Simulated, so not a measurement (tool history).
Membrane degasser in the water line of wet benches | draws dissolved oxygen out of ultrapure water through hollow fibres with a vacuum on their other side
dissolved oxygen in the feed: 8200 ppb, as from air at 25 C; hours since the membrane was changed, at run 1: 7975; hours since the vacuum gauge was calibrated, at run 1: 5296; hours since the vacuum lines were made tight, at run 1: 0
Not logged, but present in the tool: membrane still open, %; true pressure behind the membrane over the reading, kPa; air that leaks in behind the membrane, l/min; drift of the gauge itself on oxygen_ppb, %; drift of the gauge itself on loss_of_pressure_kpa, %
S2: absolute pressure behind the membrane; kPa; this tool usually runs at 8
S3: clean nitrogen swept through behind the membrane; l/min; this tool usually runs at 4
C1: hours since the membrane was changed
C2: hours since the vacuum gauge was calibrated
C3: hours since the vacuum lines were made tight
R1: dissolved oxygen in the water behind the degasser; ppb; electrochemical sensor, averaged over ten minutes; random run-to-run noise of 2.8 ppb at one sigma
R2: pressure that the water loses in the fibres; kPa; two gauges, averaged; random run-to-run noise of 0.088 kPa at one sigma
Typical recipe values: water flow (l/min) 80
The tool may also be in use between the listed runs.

run 1 hour=0 | water_flow_(l/min)=80 S2=8 S3=4 | C1=7975 C2=5296 C3=0 | R1=483.9 R2=34.71
run 2 hour=206.3 | water_flow_(l/min)=80 S2=8 S3=4 | C1=8181 C2=5502 C3=206 | R1=481.5 R2=34.52
run 3 hour=397.9 | water_flow_(l/min)=80 S2=8 S3=7.73 | C1=8373 C2=5694 C3=398 | R1=394.7 R2=34.68
run 4 hour=570.5 | water_flow_(l/min)=80 S2=8 S3=7.73 | C1=8545 C2=5866 C3=571 | R1=394.9 R2=34.65
run 5 hour=788.2 | water_flow_(l/min)=80 S2=8 S3=4 | C1=8763 C2=6084 C3=788 | R1=479.3 R2=34.61
run 6 hour=915.1 | water_flow_(l/min)=80 S2=8 S3=4 | C1=8890 C2=6211 C3=915 | R1=479 R2=34.57
run 7 hour=1053.2 | water_flow_(l/min)=80 S2=14.1 S3=4 | C1=9028 C2=6349 C3=1053 | R1=723.6 R2=34.61
run 8 hour=1215 | water_flow_(l/min)=80 S2=14.1 S3=4 | C1=9190 C2=6511 C3=1215 | R1=726.3 R2=34.64
-- hour=1399.6 vacuum gauge calibrated
run 9 hour=1399.6 | water_flow_(l/min)=69 S2=14.1 S3=4 | C1=9374 C2=0 C3=1399 | R1=613.4 R2=29.75
run 10 hour=1558.4 | water_flow_(l/min)=69 S2=14.1 S3=4 | C1=9533 C2=159 C3=1558 | R1=604.3 R2=29.87
run 11 hour=1657.4 | water_flow_(l/min)=80 S2=8 S3=1.9 | C1=9632 C2=258 C3=1657 | R1=647.8 R2=34.55
run 12 hour=1853.3 | water_flow_(l/min)=59 S2=8 S3=4 | C1=9828 C2=454 C3=1853 | R1=326.1 R2=25.52
run 13 hour=2039.6 | water_flow_(l/min)=59 S2=8 S3=4 | C1=10014 C2=640 C3=2039 | R1=326 R2=25.46
run 14 hour=2153.5 | water_flow_(l/min)=59 S2=8 S3=4 | C1=10128 C2=754 C3=2153 | R1=323.8 R2=25.41
run 15 hour=2349.1 | water_flow_(l/min)=59 S2=8 S3=4 | C1=10323 C2=950 C3=2349 | R1=328.3 R2=25.58
run 16 hour=2577.3 | water_flow_(l/min)=59 S2=8 S3=4 | C1=10552 C2=1178 C3=2577 | R1=326.3 R2=25.58
run 17 hour=2777.9 | water_flow_(l/min)=80 S2=14.32 S3=10.68 | C1=10752 C2=1378 C3=2777 | R1=465.8 R2=34.63
-- hour=2793.5 membrane cartridge changed
run 18 hour=2991.1 | water_flow_(l/min)=93 S2=9.29 S3=5.56 | C1=198 C2=1588 C3=2987 | R1=572.3 R2=40.1
run 19 hour=3186.1 | water_flow_(l/min)=80 S2=11.33 S3=8.31 | C1=393 C2=1782 C3=3182 | R1=456.1 R2=34.7
run 20 hour=3289.5 | water_flow_(l/min)=80 S2=11.33 S3=8.31 | C1=496 C2=1886 C3=3285 | R1=458.3 R2=34.51
run 21 hour=3386.9 | water_flow_(l/min)=80 S2=11.33 S3=8.31 | C1=593 C2=1983 C3=3382 | R1=453 R2=34.75
run 22 hour=3606.4 | water_flow_(l/min)=57 S2=11.43 S3=4.15 | C1=813 C2=2203 C3=3602 | R1=404.5 R2=24.54
run 23 hour=3714.1 | water_flow_(l/min)=80 S2=8 S3=1.63 | C1=921 C2=2310 C3=3710 | R1=690 R2=34.63
run 24 hour=3858.8 | water_flow_(l/min)=53 S2=13.73 S3=5.54 | C1=1065 C2=2455 C3=3854 | R1=362.9 R2=22.95
run 25 hour=4038.7 | water_flow_(l/min)=68 S2=10.6 S3=11.5 | C1=1245 C2=2635 C3=4034 | R1=318.7 R2=29.38
run 26 hour=4187.4 | water_flow_(l/min)=61 S2=18.73 S3=9.21 | C1=1394 C2=2784 C3=4183 | R1=410.7 R2=26.36
run 27 hour=4334.4 | water_flow_(l/min)=59 S2=16.66 S3=2.41 | C1=1541 C2=2931 C3=4330 | R1=804.8 R2=25.39
run 28 hour=4519.8 | water_flow_(l/min)=59 S2=16.66 S3=2.41 | C1=1726 C2=3116 C3=4515 | R1=807 R2=25.65
-- hour=4652.8 seals of the vacuum lines changed
run 29 hour=4700.3 | water_flow_(l/min)=64 S2=8 S3=8.36 | C1=1905 C2=3295 C3=48 | R1=280.8 R2=27.66
run 30 hour=4896.9 | water_flow_(l/min)=85 S2=8 S3=8.36 | C1=2101 C2=3491 C3=244 | R1=414.1 R2=36.73
run 31 hour=5103.5 | water_flow_(l/min)=85 S2=5.49 S3=1.73 | C1=2308 C2=3698 C3=451 | R1=511.5 R2=36.9

Across each entry between runs, compare the hidden state at the last listed run before it with the hidden state at the first listed run after it:
Between runs 8 and 9: vacuum gauge calibrated (hour 1399.6)
  true pressure behind the membrane over the reading, kPa: 0.01 -> 0
Between runs 17 and 18: membrane cartridge changed (hour 2793.5)
  membrane still open, %: 99.9 -> 100
Between runs 28 and 29: seals of the vacuum lines changed (hour 4652.8)
  air that leaks in behind the membrane, l/min: 0.0024 -> 0.002
